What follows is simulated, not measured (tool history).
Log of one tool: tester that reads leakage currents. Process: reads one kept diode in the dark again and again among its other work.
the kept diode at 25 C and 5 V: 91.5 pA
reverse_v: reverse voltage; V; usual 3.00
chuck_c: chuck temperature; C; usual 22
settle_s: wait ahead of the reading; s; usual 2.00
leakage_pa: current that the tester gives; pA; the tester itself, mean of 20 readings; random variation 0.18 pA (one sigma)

Run 1, hour 0.0: usual settings. Result: leakage_pa 62.81 pA.
Run 2, hour 100.7: usual settings. Result: leakage_pa 63.47 pA.
Run 3, hour 237.2: usual settings. Result: leakage_pa 63.36 pA.
Run 4, hour 365.7: usual settings. Result: leakage_pa 63.99 pA.
Run 5, hour 489.9: usual settings but reverse_v 15.25 V. Result: leakage_pa 142.84 pA.
Run 6, hour 617.8: usual settings but reverse_v 15.25 V. Result: leakage_pa 143.66 pA.
Run 7, hour 747.7: usual settings but chuck_c 30 C. Result: leakage_pa 118.89 pA.
Run 8, hour 821.7: usual settings but reverse_v 10.92 V, chuck_c 35 C, settle_s 1.26 s. Result: leakage_pa 322.41 pA.

Forecast run 9:
At hour 920.2: tester calibrated.
Run 9, hour 952.7: usual settings but reverse_v 10.92 V, chuck_c 35 C, settle_s 1.26 s. Result: leakage_pa ?.

Run 9 gave leakage_pa 331.28 pA.
Without the tool's hidden state the same run would have given leakage_pa 287.11 pA.
